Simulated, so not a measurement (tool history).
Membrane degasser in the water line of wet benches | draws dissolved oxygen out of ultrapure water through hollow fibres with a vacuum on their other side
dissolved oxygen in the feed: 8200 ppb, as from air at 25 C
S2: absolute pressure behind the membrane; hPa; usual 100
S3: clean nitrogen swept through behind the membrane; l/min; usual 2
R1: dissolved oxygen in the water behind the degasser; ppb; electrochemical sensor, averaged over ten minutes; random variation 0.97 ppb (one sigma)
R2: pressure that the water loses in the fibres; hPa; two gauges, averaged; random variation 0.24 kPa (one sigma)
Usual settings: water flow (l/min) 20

Run 1, hour 0: usual settings. Result: R1 173.4 ppb, R2 660.1 hPa.
Run 2, hour 134.6: usual settings. Result: R1 172.7 ppb, R2 656.6 hPa.
Run 3, hour 226.2: usual settings. Result: R1 172.6 ppb, R2 659.9 hPa.
Run 4, hour 316.8: usual settings but S3 3.88 l/min. Result: R1 94.8 ppb, R2 662.5 hPa.
Run 5, hour 426.4: usual settings but water flow (l/min) 18. Result: R1 156.2 ppb, R2 598.9 hPa.
Run 6, hour 597.3: usual settings but water flow (l/min) 18. Result: R1 159.8 ppb, R2 595 hPa.
Run 7, hour 761.3: usual settings but water flow (l/min) 18. Result: R1 157.6 ppb, R2 595.8 hPa.
Run 8, hour 925.8: usual settings but water flow (l/min) 16. Result: R1 139.3 ppb, R2 531.2 hPa.
Run 9, hour 1083.2: usual settings but water flow (l/min) 16. Result: R1 142.2 ppb, R2 529.3 hPa.
Run 10, hour 1258.9: usual settings but water flow (l/min) 16. Result: R1 140.6 ppb, R2 531 hPa.
Run 11, hour 1381.4: usual settings but water flow (l/min) 16. Result: R1 140.3 ppb, R2 529.5 hPa.
Run 12, hour 1484.2: usual settings but water flow (l/min) 16. Result: R1 141.8 ppb, R2 535.3 hPa.
Run 13, hour 1619.5: usual settings. Result: R1 175.5 ppb, R2 661.1 hPa.
Run 14, hour 1724.2: usual settings. Result: R1 175.2 ppb, R2 660.5 hPa.
Run 15, hour 1918: usual settings but S3 1.87 l/min. Result: R1 186.1 ppb, R2 661.5 hPa.
At hour 2046.5: seals of the vacuum lines changed.
Run 16, hour 2115.5: usual settings but water flow (l/min) 13. Result: R1 115.8 ppb, R2 434.5 hPa.
Run 17, hour 2216.8: usual settings but water flow (l/min) 13. Result: R1 113.2 ppb, R2 434.3 hPa.
Run 18, hour 2357: usual settings but water flow (l/min) 14, S2 225 hPa. Result: R1 324.7 ppb, R2 466.1 hPa.
Run 19, hour 2438.9: usual settings but water flow (l/min) 26, S3 2.68 l/min. Result: R1 176.7 ppb, R2 865.5 hPa.
At hour 2480.4: vacuum gauge calibrated.
Run 20, hour 2520.7: usual settings but water flow (l/min) 26, S3 2.68 l/min. Result: R1 163.4 ppb, R2 867.8 hPa.
Run 21, hour 2614: usual settings but water flow (l/min) 26, S3 2.68 l/min. Result: R1 163.9 ppb, R2 871.8 hPa.
Run 22, hour 2718.5: usual settings but water flow (l/min) 26, S3 2.68 l/min. Result: R1 165.9 ppb, R2 868.3 hPa.
Run 23, hour 2911.4: usual settings but water flow (l/min) 26, S3 1.6 l/min. Result: R1 257.7 ppb, R2 869.8 hPa.
Run 24, hour 2993.8: usual settings but water flow (l/min) 17. Result: R1 141.6 ppb, R2 568.4 hPa.
Run 25, hour 3085.7: usual settings but water flow (l/min) 12, S3 1.19 l/min. Result: R1 160.4 ppb, R2 402.5 hPa.
Run 26, hour 3208.3: usual settings but water flow (l/min) 28, S3 3.96 l/min. Result: R1 127.8 ppb, R2 939.3 hPa.
Run 27, hour 3391.2: usual settings but S3 0.97 l/min. Result: R1 309 ppb, R2 674.4 hPa.
Run 28, hour 3584.3: usual settings but water flow (l/min) 22, S2 187 hPa. Result: R1 393.5 ppb, R2 740.9 hPa.
Run 29, hour 3751.2: usual settings but water flow (l/min) 24, S2 82 hPa, S3 1.11 l/min. Result: R1 244.3 ppb, R2 809.1 hPa.
Run 30, hour 3912.2: usual settings but water flow (l/min) 24, S2 82 hPa, S3 1.11 l/min. Result: R1 247.8 ppb, R2 808.3 hPa.
Run 31, hour 4109.5: usual settings but water flow (l/min) 24, S2 82 hPa, S3 1.11 l/min. Result: R1 246.3 ppb, R2 816.9 hPa.
Run 32, hour 4219: usual settings but water flow (l/min) 22. Result: R1 184.2 ppb, R2 739.9 hPa.

Some steps in R1 between neighbouring runs. How much of each would the tool show without its hidden state too (settings, what came in, random variation), and how much is left for the hidden state, with any gauge scatter that isn't in both results?
The hidden state here: membrane still open, %; true pressure behind the membrane over the reading, kPa; air that leaks in behind the membrane, l/min; drift of the gauge itself on oxygen_ppb, %; drift of the gauge itself on loss_of_pressure_kpa, %.
Run 15 -> 16: water flow (l/min) 20 -> 13, S3 1.87 -> 2, seals of the vacuum lines changed. R1 -70.3 ppb: hidden state -7, all else -63.3.
Run 17 -> 18: water flow (l/min) 13 -> 14, S2 100 -> 225. R1 +211.5 ppb: hidden state +0.5, all else +211.
Run 18 -> 19: water flow (l/min) 14 -> 26, S2 225 -> 100, S3 2 -> 2.68. R1 -148 ppb: hidden state +5.7, all else -153.7.
Run 19 -> 20: vacuum gauge calibrated. R1 -13.3 ppb: hidden state -10.5, all else -2.8.
Run 26 -> 27: water flow (l/min) 28 -> 20, S3 3.96 -> 0.97. R1 +181.2 ppb: hidden state -2, all else +183.2.
Run 28 -> 29: water flow (l/min) 22 -> 24, S2 187 -> 82, S3 2 -> 1.11. R1 -149.2 ppb: hidden state +0.9, all else -150.1.
